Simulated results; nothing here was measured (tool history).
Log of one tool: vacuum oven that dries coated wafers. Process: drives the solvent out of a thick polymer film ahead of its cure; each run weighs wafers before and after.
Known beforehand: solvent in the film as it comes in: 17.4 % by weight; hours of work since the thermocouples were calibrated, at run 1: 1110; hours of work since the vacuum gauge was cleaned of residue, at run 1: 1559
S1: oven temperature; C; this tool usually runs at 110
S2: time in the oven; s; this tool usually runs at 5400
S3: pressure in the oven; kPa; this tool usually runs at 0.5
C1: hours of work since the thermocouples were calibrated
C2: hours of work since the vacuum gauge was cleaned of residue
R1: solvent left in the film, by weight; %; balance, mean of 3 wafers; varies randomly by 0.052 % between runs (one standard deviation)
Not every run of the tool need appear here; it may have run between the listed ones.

run   hour   S1    S2     S3    C1    C2    R1
  1      0  110  5400    0.5  1110  1559  2.27
  2   44.9  110  5400    0.5  1146  1595  2.24
  3   91.7  110  5400    0.5  1183  1632  2.34
  4    124  110  5400    0.5  1209  1658  2.34
  5  162.5  110  5400    0.5  1240  1688   2.4
  6  187.7  110  5400    0.5  1260  1708  2.48
  7  223.2  110  5400    0.5  1288  1737  2.45
     228.2  -- vacuum gauge cleaned of residue and calibrated
  8  252.1   96  5460  1.874  1310    19  7.88
  9  292.1   96  5460  1.874  1342    51  7.75
 10  335.6  110  5400  0.311  1376    86  2.53
 11    375  111  8520  0.337  1408   117  1.54
     381.5  -- vacuum gauge cleaned of residue and calibrated, once more
 12  429.5  111  8520  0.337  1450    38  0.56
 13  456.6  110  4860   0.93  1472    60  2.53
 14  479.3  110  4860   0.93  1490    78  2.46

Had the tool no unlogged condition, and each run kept its random variation, what would the results have been?
Hidden state at play: true wafer temperature over the reading, C; true pressure over the reading, kPa; drift of the gauge itself on solvent_pct, %.
run    R1
  1  1.42
  2  1.38
  3  1.43
  4  1.43
  5  1.46
  6  1.53
  7  1.48
  8  6.05
  9  5.91
 10  1.23
 11  0.42
 12   0.4
 13  2.03
 14  1.96

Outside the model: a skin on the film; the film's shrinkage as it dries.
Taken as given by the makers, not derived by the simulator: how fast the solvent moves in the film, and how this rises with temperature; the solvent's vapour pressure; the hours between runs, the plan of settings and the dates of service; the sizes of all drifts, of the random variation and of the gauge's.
